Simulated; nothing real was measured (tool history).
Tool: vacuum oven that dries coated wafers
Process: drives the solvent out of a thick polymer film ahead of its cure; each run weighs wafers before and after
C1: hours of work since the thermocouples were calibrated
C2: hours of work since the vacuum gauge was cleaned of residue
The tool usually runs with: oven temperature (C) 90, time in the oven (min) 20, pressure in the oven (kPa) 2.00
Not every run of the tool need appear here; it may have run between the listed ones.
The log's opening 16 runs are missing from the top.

Run 17, day 10.525: usual settings; C1 868; C2 528. Result: solvent left in the film (%) 1.54.
Run 18, day 11.188: usual settings; C1 876; C2 536. Result: solvent left in the film (%) 1.58.
Run 19, day 11.796: usual settings; C1 883; C2 543. Result: solvent left in the film (%) 1.61.
Run 20, day 12.483: usual settings; C1 891; C2 551. Result: solvent left in the film (%) 1.57.
Run 21, day 13.325: usual settings; C1 901; C2 561. Result: solvent left in the film (%) 1.57.
Run 22, day 13.917: usual settings but pressure in the oven (kPa) 2.08; C1 908; C2 568. Result: solvent left in the film (%) 1.58.
Run 23, day 14.496: usual settings but time in the oven (min) 14, pressure in the oven (kPa) 7.73; C1 915; C2 575. Result: solvent left in the film (%) 4.34.
Run 24, day 15.162: usual settings but oven temperature (C) 85, time in the oven (min) 25, pressure in the oven (kPa) 4.34; C1 923; C2 583. Result: solvent left in the film (%) 2.97.
Run 25, day 15.958: usual settings but oven temperature (C) 85, time in the oven (min) 25, pressure in the oven (kPa) 4.34; C1 932; C2 592. Result: solvent left in the film (%) 2.93.
Run 26, day 16.592: usual settings but oven temperature (C) 85, time in the oven (min) 25, pressure in the oven (kPa) 4.34; C1 939; C2 600. Result: solvent left in the film (%) 2.99.
Run 27, day 17.467: usual settings but oven temperature (C) 85, time in the oven (min) 25, pressure in the oven (kPa) 4.34; C1 950; C2 610. Result: solvent left in the film (%) 2.96.
Run 28, day 18.117: usual settings but time in the oven (min) 11; C1 957; C2 618. Result: solvent left in the film (%) 3.40.
Run 29, day 18.533: usual settings but oven temperature (C) 98, time in the oven (min) 29; C1 962; C2 622. Result: solvent left in the film (%) 0.65.

Forecast run 30:
Run 30, day 19.175: usual settings but oven temperature (C) 91, time in the oven (min) 29, pressure in the oven (kPa) 5.47; C1 970; C2 630. Result: solvent left in the film (%) ?.

solvent left in the film (%): 2.18
With no hidden state in the tool, this same run would have given solvent left in the film (%) 2.29.
